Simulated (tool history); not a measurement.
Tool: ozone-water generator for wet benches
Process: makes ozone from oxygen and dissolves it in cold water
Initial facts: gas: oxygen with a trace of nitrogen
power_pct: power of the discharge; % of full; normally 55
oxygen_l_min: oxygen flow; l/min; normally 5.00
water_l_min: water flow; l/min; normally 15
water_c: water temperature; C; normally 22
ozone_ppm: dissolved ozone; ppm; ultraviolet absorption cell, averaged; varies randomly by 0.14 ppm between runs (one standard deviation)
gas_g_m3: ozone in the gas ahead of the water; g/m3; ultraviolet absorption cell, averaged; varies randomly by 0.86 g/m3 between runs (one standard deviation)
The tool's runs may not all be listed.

run	hour	power_pct	oxygen_l_min	water_l_min	water_c	ozone_ppm	gas_g_m3
1	0.0	55	5.00	15	22	14.5	130.0
2	70.0	55	5.00	15	22	14.6	129.0
3	130.0	55	5.00	15	22	14.8	130.0
4	199.3	42	5.00	15	22	12.5	110.2
5	288.1	42	5.00	15	22	12.5	111.8
6	401.0	72	5.00	15	22	16.7	150.0
7	497.5	62	5.00	15	22	15.3	136.8
8	571.9	54	5.00	20	22	10.8	127.0
9	674.5	72	5.00	15	19	17.4	147.0
10	776.7	67	6.77	14	16	17.5	115.7
11	828.8	59	5.90	11	17	19.8	118.3

Below are 4 alternative next runs, each starting from the tool's condition after run 11. Predict each:
A	911.6	47	5.90	20	17	?	?
B	911.6	55	5.00	19	28	?	?
C	911.6	55	5.67	15	29	?	?
D	911.6	74	5.00	13	22	?	?

run	ozone_ppm	gas_g_m3
A	10.7	104.9
B	10.5	127.5
C	12.2	116.5
D	18.8	149.9
Without the tool's unlogged condition, the same runs would have read:
run	ozone_ppm	gas_g_m3
A	12.7	115.1
B	12.6	141.4
C	14.5	129.3
D	22.5	169.6
